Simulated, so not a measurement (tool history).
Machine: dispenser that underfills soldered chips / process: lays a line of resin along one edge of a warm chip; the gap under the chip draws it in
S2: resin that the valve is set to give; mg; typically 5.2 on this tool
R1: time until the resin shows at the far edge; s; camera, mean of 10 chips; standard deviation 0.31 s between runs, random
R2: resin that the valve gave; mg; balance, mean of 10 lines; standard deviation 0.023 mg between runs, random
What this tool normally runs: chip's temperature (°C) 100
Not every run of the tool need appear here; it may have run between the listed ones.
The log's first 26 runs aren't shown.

{"hour": 177.7, "done": "new syringe of resin"}
{"run": 27, "hour": 181.4, "chip's temperature (°C)": 88, "S2": 4.88, "R1": 12.4, "R2": 4.77}
{"run": 28, "hour": 185.7, "chip's temperature (°C)": 87, "S2": 5.67, "R1": 15.7, "R2": 5.56}
{"hour": 186.8, "done": "new syringe of resin"}
{"run": 29, "hour": 190.4, "chip's temperature (°C)": 87, "S2": 5.67, "R1": 13.3, "R2": 5.52}
{"run": 30, "hour": 195.2, "chip's temperature (°C)": 112, "S2": 4.59, "R1": 7.1, "R2": 4.5}
{"hour": 196.1, "done": "new syringe of resin"}
{"run": 31, "hour": 201.6, "chip's temperature (°C)": 105, "S2": 6.2, "R1": 7.2, "R2": 5.99}
{"hour": 205.2, "done": "new syringe of resin"}
{"run": 32, "hour": 210.8, "chip's temperature (°C)": 92, "S2": 4.77, "R1": 12.9, "R2": 4.57}
{"hour": 214.6, "done": "new syringe of resin"}
{"hour": 216.4, "done": "dispensing valve cleaned and set on the balance"}
{"run": 33, "hour": 222.0, "chip's temperature (°C)": 92, "S2": 4.77, "R1": 13.1, "R2": 4.75}
{"hour": 224.5, "done": "new syringe of resin"}
{"run": 34, "hour": 228.3, "chip's temperature (°C)": 92, "S2": 4.77, "R1": 11.4, "R2": 4.78}
{"run": 35, "hour": 232.7, "chip's temperature (°C)": 94, "S2": 5.75, "R1": 12.5, "R2": 5.71}

Forecast each of these 4 alternatives for the next run:
{"hour": 233.7, "done": "new syringe of resin"}
{"run": "A", "hour": 240.2, "chip's temperature (°C)": 110, "S2": 5.75, "R1": "?", "R2": "?"}
{"hour": 233.7, "done": "new syringe of resin"}
{"run": "B", "hour": 240.2, "chip's temperature (°C)": 100, "S2": 5.88, "R1": "?", "R2": "?"}
{"hour": 233.7, "done": "new syringe of resin"}
{"run": "C", "hour": 240.2, "chip's temperature (°C)": 99, "S2": 4.9, "R1": "?", "R2": "?"}
{"hour": 233.7, "done": "new syringe of resin"}
{"run": "D", "hour": 240.2, "chip's temperature (°C)": 85, "S2": 6.75, "R1": "?", "R2": "?"}

run=A R1=6.2 R2=5.67
run=B R1=9.4 R2=5.8
run=C R1=10.6 R2=4.8
run=D R1=16.1 R2=6.67
Stripped of hidden state, with their random variation kept, the same runs would have yielded:
run=A R1=4.2 R2=5.74
run=B R1=6.3 R2=5.86
run=C R1=7.3 R2=4.86
run=D R1=10.8 R2=6.75

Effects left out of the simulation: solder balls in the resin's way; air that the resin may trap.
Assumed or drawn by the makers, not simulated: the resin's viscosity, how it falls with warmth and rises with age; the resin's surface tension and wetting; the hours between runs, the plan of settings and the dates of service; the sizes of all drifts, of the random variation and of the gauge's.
